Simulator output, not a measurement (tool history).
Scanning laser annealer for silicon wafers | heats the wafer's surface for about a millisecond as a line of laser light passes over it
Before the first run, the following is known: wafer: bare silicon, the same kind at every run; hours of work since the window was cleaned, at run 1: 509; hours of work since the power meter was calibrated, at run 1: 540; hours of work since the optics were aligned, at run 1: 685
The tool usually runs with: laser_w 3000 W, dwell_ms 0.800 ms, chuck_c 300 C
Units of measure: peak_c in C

| run | hour | laser_w | dwell_ms | chuck_c | hours of work since the window was cleaned | hours of work since the power meter was calibrated | hours of work since the optics were aligned | peak_c |
|---|---|---|---|---|---|---|---|---|
| 1 | 0.0 | 3000 | 0.800 | 300 | 509 | 540 | 685 | 1067 |
| 2 | 29.9 | 3000 | 0.800 | 300 | 523 | 554 | 698 | 1071 |
| 3 | 54.8 | 3000 | 0.800 | 300 | 534 | 565 | 710 | 1065 |
| 4 | 102.2 | 3000 | 0.800 | 300 | 556 | 587 | 732 | 1065 |
| 5 | 148.2 | 3000 | 0.800 | 300 | 577 | 608 | 753 | 1066 |
| 6 | 177.4 | 3000 | 0.800 | 300 | 591 | 621 | 766 | 1064 |
| 7 | 214.6 | 3000 | 0.800 | 300 | 608 | 638 | 783 | 1065 |
| 8 | 246.5 | 3000 | 0.800 | 300 | 622 | 653 | 798 | 1062 |
| 9 | 287.5 | 3000 | 0.800 | 300 | 641 | 672 | 817 | 1062 |
| 10 | 317.6 | 3000 | 0.800 | 300 | 655 | 686 | 830 | 1065 |
| 11 | 340.0 | 3000 | 0.800 | 300 | 665 | 696 | 841 | 1064 |
| 12 | 363.4 | 3000 | 0.800 | 300 | 676 | 707 | 851 | 1066 |
| 13 | 408.1 | 3082 | 0.800 | 300 | 696 | 727 | 872 | 1086 |
| 14 | 431.7 | 3014 | 0.800 | 300 | 707 | 738 | 883 | 1066 |
| 15 | 474.1 | 3014 | 0.800 | 300 | 727 | 757 | 902 | 1063 |
| 16 | 495.9 | 2616 | 0.821 | 331 | 737 | 767 | 912 | 985 |
| 17 | 522.6 | 2616 | 0.821 | 331 | 749 | 780 | 925 | 984 |
| 18 | 550.1 | 2616 | 0.821 | 331 | 762 | 792 | 937 | 983 |
| 19 | 577.7 | 3168 | 0.840 | 291 | 774 | 805 | 950 | 1120 |
|  | 612.7 | window over the wafer cleaned |
| 20 | 616.5 | 3000 | 0.800 | 338 | 2 | 822 | 967 | 1115 |
| 21 | 647.9 | 3256 | 0.593 | 319 | 16 | 836 | 981 | 1064 |
| 22 | 694.9 | 3256 | 0.593 | 319 | 38 | 858 | 1003 | 1060 |
|  | 715.2 | optics aligned, line set to its width |
| 23 | 733.4 | 2834 | 0.800 | 316 | 53 | 873 | 8 | 1049 |
| 24 | 780.0 | 2973 | 0.800 | 338 | 74 | 895 | 30 | 1116 |
| 25 | 817.1 | 3276 | 0.843 | 331 | 91 | 912 | 47 | 1229 |
| 26 | 848.6 | 2997 | 0.785 | 300 | 106 | 926 | 61 | 1080 |
| 27 | 896.3 | 2997 | 0.785 | 300 | 128 | 948 | 83 | 1080 |
| 28 | 915.5 | 2997 | 0.785 | 300 | 137 | 957 | 92 | 1078 |
| 29 | 957.0 | 2997 | 0.785 | 300 | 156 | 976 | 111 | 1078 |
| 30 | 981.0 | 2997 | 0.785 | 300 | 167 | 987 | 122 | 1074 |

Each row is a separate what-if for the run after 30, all from the same tool condition, not one after another. Results?
| A | 1024.4 | 2700 | 0.800 | 313 | 187 | 1007 | 142 | ? |
| B | 1024.4 | 2735 | 0.785 | 300 | 187 | 1007 | 142 | ? |
| C | 1024.4 | 3013 | 0.727 | 267 | 187 | 1007 | 142 | ? |
| D | 1024.4 | 2997 | 0.675 | 300 | 187 | 1007 | 142 | ? |
| E | 1024.4 | 3033 | 0.684 | 300 | 187 | 1007 | 142 | ? |

| run | peak_c |
|---|---|
| A | 1009 |
| B | 995 |
| C | 1021 |
| D | 1022 |
| E | 1037 |
With the hidden condition removed and each run's random variation left untouched, the same runs would have given:
| run | peak_c |
|---|---|
| A | 1015 |
| B | 1001 |
| C | 1028 |
| D | 1028 |
| E | 1043 |
